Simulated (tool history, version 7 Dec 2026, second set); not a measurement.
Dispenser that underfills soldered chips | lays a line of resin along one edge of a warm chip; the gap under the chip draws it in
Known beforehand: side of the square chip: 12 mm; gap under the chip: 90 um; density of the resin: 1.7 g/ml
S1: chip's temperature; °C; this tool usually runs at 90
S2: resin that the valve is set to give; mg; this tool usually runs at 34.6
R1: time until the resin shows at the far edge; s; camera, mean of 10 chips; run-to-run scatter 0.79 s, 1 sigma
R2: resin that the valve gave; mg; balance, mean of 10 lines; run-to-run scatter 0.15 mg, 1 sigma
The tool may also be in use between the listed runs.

run 1 day=0.000 | S1=90 S2=34.6 | R1=106.3 R2=34.07
-- day=0.121 new syringe of resin
-- day=0.567 new syringe of resin
run 2 day=0.567 | S1=90 S2=34.6 | R1=69.5 R2=33.80
-- day=1.004 new syringe of resin
run 3 day=1.179 | S1=83 S2=34.6 | R1=119.4 R2=33.64
-- day=1.421 new syringe of resin
run 4 day=1.458 | S1=83 S2=34.6 | R1=94.1 R2=33.15
-- day=1.862 new syringe of resin
run 5 day=2.050 | S1=95 S2=34.6 | R1=74.2 R2=32.76
-- day=2.312 new syringe of resin
run 6 day=2.517 | S1=95 S2=34.6 | R1=74.3 R2=32.74
-- day=2.729 new syringe of resin
run 7 day=3.088 | S1=95 S2=34.6 | R1=92.1 R2=32.45
-- day=3.162 new syringe of resin
-- day=3.321 dispensing valve cleaned and set on the balance
-- day=3.671 new syringe of resin
run 8 day=3.762 | S1=95 S2=34.6 | R1=62.9 R2=34.20
run 9 day=4.021 | S1=95 S2=34.6 | R1=89.4 R2=34.15
-- day=4.104 new syringe of resin
run 10 day=4.500 | S1=90 S2=35.0 | R1=119.1 R2=34.16
-- day=4.567 new syringe of resin
-- day=4.979 new syringe of resin
-- day=5.079 stage's temperature calibrated
run 11 day=5.088 | S1=90 S2=35.0 | R1=80.5 R2=33.83
-- day=5.450 new syringe of resin
run 12 day=5.533 | S1=90 S2=35.0 | R1=81.3 R2=33.29
run 13 day=5.833 | S1=83 S2=36.6 | R1=165.4 R2=34.99

4 ways to go on from here, each from the tool as it stands after run 13. What would each give?
-- day=5.900 new syringe of resin
-- day=6.354 new syringe of resin
run A day=6.354 | S1=97 S2=31.8 | R1=? R2=?
-- day=5.900 new syringe of resin
-- day=6.354 new syringe of resin
run B day=6.354 | S1=97 S2=32.3 | R1=? R2=?
-- day=5.900 new syringe of resin
-- day=6.354 new syringe of resin
run C day=6.354 | S1=76 S2=41.5 | R1=? R2=?
-- day=5.900 new syringe of resin
-- day=6.354 new syringe of resin
run D day=6.354 | S1=96 S2=33.9 | R1=? R2=?

run=A R1=56.8 R2=30.13
run=B R1=56.7 R2=30.74
run=C R1=131.0 R2=38.97
run=D R1=57.4 R2=32.10
Had the tool no hidden state, the same runs would have come out as:
run=A R1=56.3 R2=31.87
run=B R1=56.3 R2=32.51
run=C R1=131.2 R2=41.22
run=D R1=57.1 R2=33.96

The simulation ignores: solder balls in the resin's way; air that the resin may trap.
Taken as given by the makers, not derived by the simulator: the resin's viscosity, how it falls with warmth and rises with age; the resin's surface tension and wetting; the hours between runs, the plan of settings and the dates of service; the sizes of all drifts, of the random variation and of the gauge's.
